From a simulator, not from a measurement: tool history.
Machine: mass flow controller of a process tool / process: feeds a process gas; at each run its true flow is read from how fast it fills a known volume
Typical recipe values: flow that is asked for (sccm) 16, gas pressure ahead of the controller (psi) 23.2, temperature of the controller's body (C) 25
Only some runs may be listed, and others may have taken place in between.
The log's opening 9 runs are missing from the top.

run	day	flow that is asked for (sccm)	gas pressure ahead of the controller (psi)	temperature of the controller's body (C)	hours of work since the controller was set to zero	hours of work since the controller was changed	true flow (%)
10	55.375	16	23.2	25	1200	1200	100.76
11	60.971	16	23.2	25	1289	1289	100.82
12	69.267	16	23.2	25	1421	1421	100.95
13	74.104	16	36.0	25	1498	1498	101.35
14	82.979	16	31.5	25	1639	1639	101.55
15	90.812	16	31.5	25	1763	1763	101.54
16	96.667	4	31.5	39	1856	1856	102.36
17	101.875	20	32.5	38	1939	1939	103.07
18	110.004	20	26.8	38	2068	2068	103.16
19	117.021	18	28.3	22	2180	2180	101.73
20	126.129	18	28.3	22	2325	2325	101.80
21	134.433	16	26.3	36	2457	2457	103.18
22	138.821	16	34.8	24	2526	2526	102.34
23	142.900	16	24.2	32	2591	2591	102.94
24	148.579	16	24.2	32	2681	2681	103.02
# day 153.558: gauge calibrated
25	155.300	17	24.2	40	2788	2788	101.11
26	161.900	3	25.5	34	2893	2893	100.22
27	167.475	7	37.9	24	2982	2982	99.71
28	172.733	18	27.3	24	3065	3065	100.18
29	181.229	18	27.3	24	3200	3200	100.47
30	190.462	18	27.3	24	3347	3347	100.39

Here are 3 independent what-if runs from the current tool condition. What would each one return?
A	196.467	2	27.1	28	3442	3442	?
B	196.467	2	23.4	22	3442	3442	?
C	196.467	18	35.8	24	3442	3442	?

run	true flow (%)
A	100.25
B	99.72
C	100.75
What these runs would have given with no unlogged condition in the tool:
run	true flow (%)
A	99.52
B	99.00
C	99.99

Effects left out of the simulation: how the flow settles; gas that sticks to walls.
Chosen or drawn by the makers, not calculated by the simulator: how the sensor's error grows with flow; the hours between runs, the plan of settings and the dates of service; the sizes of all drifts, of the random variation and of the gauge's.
